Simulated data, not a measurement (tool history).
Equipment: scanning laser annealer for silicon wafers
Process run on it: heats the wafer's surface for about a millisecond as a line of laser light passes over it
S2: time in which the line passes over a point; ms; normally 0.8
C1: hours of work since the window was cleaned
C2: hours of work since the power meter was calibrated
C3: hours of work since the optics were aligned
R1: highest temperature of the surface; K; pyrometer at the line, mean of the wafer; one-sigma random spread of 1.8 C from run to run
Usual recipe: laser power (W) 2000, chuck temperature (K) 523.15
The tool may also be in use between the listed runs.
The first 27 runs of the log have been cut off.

run 28 hour=482.8 | laser_power_(W)=2034 S2=0.933 chuck_temperature_(K)=535.15 | C1=334 C2=660 C3=897 | R1=1319.15
run 29 hour=500.4 | laser_power_(W)=2034 S2=0.933 chuck_temperature_(K)=535.15 | C1=344 C2=670 C3=907 | R1=1314.15
run 30 hour=514 | laser_power_(W)=1953 S2=0.8 chuck_temperature_(K)=502.15 | C1=351 C2=677 C3=914 | R1=1176.15
run 31 hour=525.6 | laser_power_(W)=2193 S2=0.8 chuck_temperature_(K)=513.15 | C1=358 C2=684 C3=921 | R1=1301.15
run 32 hour=541.6 | laser_power_(W)=2130 S2=0.8 chuck_temperature_(K)=507.15 | C1=366 C2=693 C3=930 | R1=1266.15
run 33 hour=565.8 | laser_power_(W)=2000 S2=0.855 chuck_temperature_(K)=555.15 | C1=380 C2=706 C3=943 | R1=1276.15
run 34 hour=587 | laser_power_(W)=1901 S2=0.917 chuck_temperature_(K)=491.15 | C1=391 C2=718 C3=955 | R1=1191.15
run 35 hour=603.7 | laser_power_(W)=2147 S2=0.722 chuck_temperature_(K)=491.15 | C1=401 C2=727 C3=964 | R1=1210.15
run 36 hour=621.2 | laser_power_(W)=1998 S2=0.666 chuck_temperature_(K)=523.15 | C1=410 C2=737 C3=974 | R1=1147.15
run 37 hour=646.9 | laser_power_(W)=1934 S2=0.894 chuck_temperature_(K)=523.15 | C1=424 C2=751 C3=988 | R1=1228.15
run 38 hour=663.3 | laser_power_(W)=1934 S2=0.894 chuck_temperature_(K)=523.15 | C1=433 C2=760 C3=997 | R1=1224.15
run 39 hour=686.5 | laser_power_(W)=2185 S2=0.863 chuck_temperature_(K)=523.15 | C1=446 C2=773 C3=1010 | R1=1333.15

What does the tool deliver on the next run?
run 40 hour=711.5 | laser_power_(W)=1853 S2=0.757 chuck_temperature_(K)=523.15 | C1=460 C2=786 C3=1023 | R1=?

{"run 40": {"R1": 1125.15}}
Had the tool carried no hidden state, the very same run would have given R1 1164.15 K.
